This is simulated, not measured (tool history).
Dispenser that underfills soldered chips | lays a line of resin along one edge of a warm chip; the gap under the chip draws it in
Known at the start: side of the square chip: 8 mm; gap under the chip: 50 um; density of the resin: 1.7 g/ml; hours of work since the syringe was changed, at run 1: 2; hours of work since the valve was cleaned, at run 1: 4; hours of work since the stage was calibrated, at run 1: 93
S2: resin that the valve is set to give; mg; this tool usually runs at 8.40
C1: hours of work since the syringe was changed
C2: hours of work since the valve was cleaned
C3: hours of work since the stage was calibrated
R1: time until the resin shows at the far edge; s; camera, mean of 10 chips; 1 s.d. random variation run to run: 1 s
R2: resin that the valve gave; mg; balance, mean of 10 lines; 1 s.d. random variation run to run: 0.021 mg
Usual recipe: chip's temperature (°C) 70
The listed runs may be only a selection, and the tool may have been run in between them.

run 1 hour=0.0 | chip's_temperature_(°C)=70 S2=8.40 | C1=2 C2=4 C3=93 | R1=111.9 R2=8.47
-- hour=7.7 new syringe of resin
run 2 hour=8.6 | chip's_temperature_(°C)=70 S2=8.40 | C1=0 C2=9 C3=98 | R1=102.8 R2=8.37
run 3 hour=17.7 | chip's_temperature_(°C)=70 S2=8.40 | C1=6 C2=14 C3=103 | R1=146.0 R2=8.36
-- hour=19.6 new syringe of resin
run 4 hour=25.2 | chip's_temperature_(°C)=70 S2=8.40 | C1=3 C2=19 C3=108 | R1=123.9 R2=8.28
-- hour=31.5 new syringe of resin
run 5 hour=33.7 | chip's_temperature_(°C)=70 S2=8.40 | C1=1 C2=24 C3=113 | R1=107.1 R2=8.24
-- hour=42.8 new syringe of resin
run 6 hour=44.6 | chip's_temperature_(°C)=70 S2=8.40 | C1=1 C2=30 C3=119 | R1=106.7 R2=8.22
-- hour=54.3 new syringe of resin
run 7 hour=54.9 | chip's_temperature_(°C)=77 S2=8.40 | C1=0 C2=37 C3=125 | R1=74.1 R2=8.18
-- hour=65.5 new syringe of resin
run 8 hour=66.1 | chip's_temperature_(°C)=77 S2=8.40 | C1=0 C2=43 C3=132 | R1=73.4 R2=8.18
run 9 hour=73.4 | chip's_temperature_(°C)=85 S2=8.40 | C1=5 C2=48 C3=137 | R1=69.2 R2=8.11
-- hour=77.0 new syringe of resin
run 10 hour=84.6 | chip's_temperature_(°C)=85 S2=8.40 | C1=5 C2=54 C3=143 | R1=68.7 R2=8.06
-- hour=88.3 new syringe of resin
run 11 hour=89.8 | chip's_temperature_(°C)=70 S2=8.40 | C1=1 C2=57 C3=146 | R1=106.6 R2=8.07
-- hour=92.3 dispensing valve cleaned and set on the balance
run 12 hour=97.8 | chip's_temperature_(°C)=70 S2=9.44 | C1=5 C2=3 C3=151 | R1=137.7 R2=9.36
-- hour=101.2 new syringe of resin
run 13 hour=102.9 | chip's_temperature_(°C)=70 S2=8.40 | C1=1 C2=6 C3=154 | R1=104.1 R2=8.31
run 14 hour=111.6 | chip's_temperature_(°C)=70 S2=7.67 | C1=6 C2=12 C3=159 | R1=152.7 R2=7.56
-- hour=112.9 new syringe of resin
run 15 hour=119.3 | chip's_temperature_(°C)=70 S2=8.40 | C1=4 C2=16 C3=163 | R1=127.2 R2=8.26
-- hour=124.2 new syringe of resin
run 16 hour=124.2 | chip's_temperature_(°C)=70 S2=10.88 | C1=0 C2=19 C3=166 | R1=99.5 R2=10.68
run 17 hour=132.3 | chip's_temperature_(°C)=82 S2=8.40 | C1=5 C2=24 C3=171 | R1=80.9 R2=8.22
-- hour=135.8 new syringe of resin
run 18 hour=137.7 | chip's_temperature_(°C)=84 S2=10.04 | C1=1 C2=27 C3=174 | R1=57.7 R2=9.80
run 19 hour=144.3 | chip's_temperature_(°C)=59 S2=9.26 | C1=5 C2=31 C3=178 | R1=235.3 R2=9.05
-- hour=147.7 new syringe of resin
run 20 hour=149.6 | chip's_temperature_(°C)=58 S2=8.77 | C1=1 C2=34 C3=181 | R1=187.2 R2=8.45
-- hour=159.0 new syringe of resin
run 21 hour=160.4 | chip's_temperature_(°C)=73 S2=10.83 | C1=1 C2=41 C3=188 | R1=88.8 R2=10.43
run 22 hour=169.6 | chip's_temperature_(°C)=63 S2=8.06 | C1=6 C2=46 C3=194 | R1=206.8 R2=7.73
-- hour=170.5 new syringe of resin
run 23 hour=178.3 | chip's_temperature_(°C)=74 S2=8.51 | C1=5 C2=51 C3=199 | R1=113.6 R2=8.11
-- hour=182.3 new syringe of resin
run 24 hour=187.5 | chip's_temperature_(°C)=70 S2=10.11 | C1=3 C2=57 C3=204 | R1=121.9 R2=9.60
-- hour=190.8 dispensing valve cleaned and set on the balance
run 25 hour=194.0 | chip's_temperature_(°C)=60 S2=9.09 | C1=7 C2=2 C3=208 | R1=244.8 R2=9.03
-- hour=195.1 new syringe of resin
run 26 hour=199.7 | chip's_temperature_(°C)=83 S2=8.40 | C1=3 C2=5 C3=211 | R1=66.4 R2=8.36
-- hour=206.6 new syringe of resin
run 27 hour=208.0 | chip's_temperature_(°C)=83 S2=8.40 | C1=1 C2=10 C3=216 | R1=60.0 R2=8.31
run 28 hour=216.8 | chip's_temperature_(°C)=83 S2=8.40 | C1=6 C2=16 C3=221 | R1=84.4 R2=8.24
-- hour=218.2 new syringe of resin
run 29 hour=222.4 | chip's_temperature_(°C)=55 S2=8.60 | C1=3 C2=19 C3=224 | R1=247.3 R2=8.44
-- hour=230.0 new syringe of resin
run 30 hour=232.7 | chip's_temperature_(°C)=55 S2=8.60 | C1=2 C2=25 C3=230 | R1=233.6 R2=8.38
-- hour=242.1 new syringe of resin
run 31 hour=242.4 | chip's_temperature_(°C)=84 S2=9.46 | C1=0 C2=31 C3=236 | R1=54.8 R2=9.19
run 32 hour=249.6 | chip's_temperature_(°C)=63 S2=8.77 | C1=5 C2=35 C3=241 | R1=195.1 R2=8.52
-- hour=253.5 new syringe of resin
run 33 hour=255.3 | chip's_temperature_(°C)=63 S2=8.77 | C1=1 C2=38 C3=244 | R1=150.1 R2=8.45
run 34 hour=260.2 | chip's_temperature_(°C)=64 S2=8.31 | C1=4 C2=41 C3=247 | R1=177.6 R2=8.05

Branching from run 34: 5 alternative next runs. What would each branch give?
-- hour=265.3 new syringe of resin
run A hour=266.2 | chip's_temperature_(°C)=70 S2=7.75 | C1=1 C2=45 C3=250 | R1=? R2=?
-- hour=265.3 new syringe of resin
run B hour=266.2 | chip's_temperature_(°C)=62 S2=8.08 | C1=1 C2=45 C3=250 | R1=? R2=?
-- hour=265.3 new syringe of resin
run C hour=266.2 | chip's_temperature_(°C)=82 S2=7.87 | C1=1 C2=45 C3=250 | R1=? R2=?
-- hour=265.3 new syringe of resin
run D hour=266.2 | chip's_temperature_(°C)=63 S2=9.03 | C1=1 C2=45 C3=250 | R1=? R2=?
-- hour=265.3 new syringe of resin
run E hour=266.2 | chip's_temperature_(°C)=73 S2=9.52 | C1=1 C2=45 C3=250 | R1=? R2=?

run=A R1=108.3 R2=7.46
run=B R1=159.3 R2=7.78
run=C R1=62.4 R2=7.57
run=D R1=146.9 R2=8.68
run=E R1=93.8 R2=9.16
Stripped of hidden state, with their random variation kept, the same runs would have yielded:
run=A R1=95.7 R2=7.76
run=B R1=140.3 R2=8.10
run=C R1=55.4 R2=7.88
run=D R1=129.9 R2=9.03
run=E R1=83.5 R2=9.53
